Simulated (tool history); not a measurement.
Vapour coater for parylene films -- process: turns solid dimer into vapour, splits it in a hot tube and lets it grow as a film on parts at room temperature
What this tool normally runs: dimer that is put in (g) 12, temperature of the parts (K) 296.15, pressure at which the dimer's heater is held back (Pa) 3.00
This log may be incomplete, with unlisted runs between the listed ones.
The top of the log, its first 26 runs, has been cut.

| run | hour | dimer that is put in (g) | temperature of the parts (K) | pressure at which the dimer's heater is held back (Pa) | thickness of the film (nm) |
|---|---|---|---|---|---|
|  | 1360.6 | trap's valve overhauled |
| 27 | 1378.2 | 14 | 289.15 | 8.81 | 3800 |
| 28 | 1441.2 | 14 | 289.15 | 8.81 | 3830 |
| 29 | 1501.3 | 14 | 307.15 | 8.81 | 2450 |
| 30 | 1555.4 | 14 | 307.15 | 8.81 | 2450 |
| 31 | 1611.4 | 10 | 306.15 | 6.07 | 1960 |
| 32 | 1675.5 | 6 | 300.15 | 4.92 | 1400 |
| 33 | 1706.1 | 6 | 300.15 | 4.92 | 1420 |
| 34 | 1753.4 | 16 | 296.15 | 6.20 | 3970 |
| 35 | 1797.9 | 16 | 296.15 | 6.20 | 3900 |
| 36 | 1832.7 | 16 | 296.15 | 6.20 | 3920 |
| 37 | 1883.2 | 7 | 290.15 | 11.96 | 1650 |
| 38 | 1927.7 | 10 | 296.15 | 11.09 | 2080 |
| 39 | 1991.7 | 12 | 296.15 | 10.41 | 2530 |
| 40 | 2030.5 | 12 | 296.15 | 10.41 | 2530 |
|  | 2094.4 | trap's valve overhauled |
| 41 | 2095.4 | 7 | 295.15 | 10.41 | 1590 |
| 42 | 2132.2 | 6 | 303.15 | 2.90 | 1520 |
| 43 | 2194.8 | 6 | 294.15 | 2.90 | 1870 |
| 44 | 2236.1 | 6 | 294.15 | 2.90 | 1850 |
| 45 | 2285.2 | 7 | 292.15 | 6.90 | 1760 |
| 46 | 2336.0 | 7 | 292.15 | 6.90 | 1880 |

Predict each of these 3 candidate next runs independently; none follows another, all start after run 46:
| A | 2382.9 | 7 | 299.15 | 6.90 | ? |
| B | 2382.9 | 18 | 296.15 | 3.00 | ? |
| C | 2382.9 | 8 | 302.15 | 11.01 | ? |

| run | thickness of the film (nm) |
|---|---|
| A | 1550 |
| B | 5240 |
| C | 1460 |
With no hidden state in the tool, these same runs would have given:
| run | thickness of the film (nm) |
|---|---|
| A | 1620 |
| B | 5490 |
| C | 1530 |
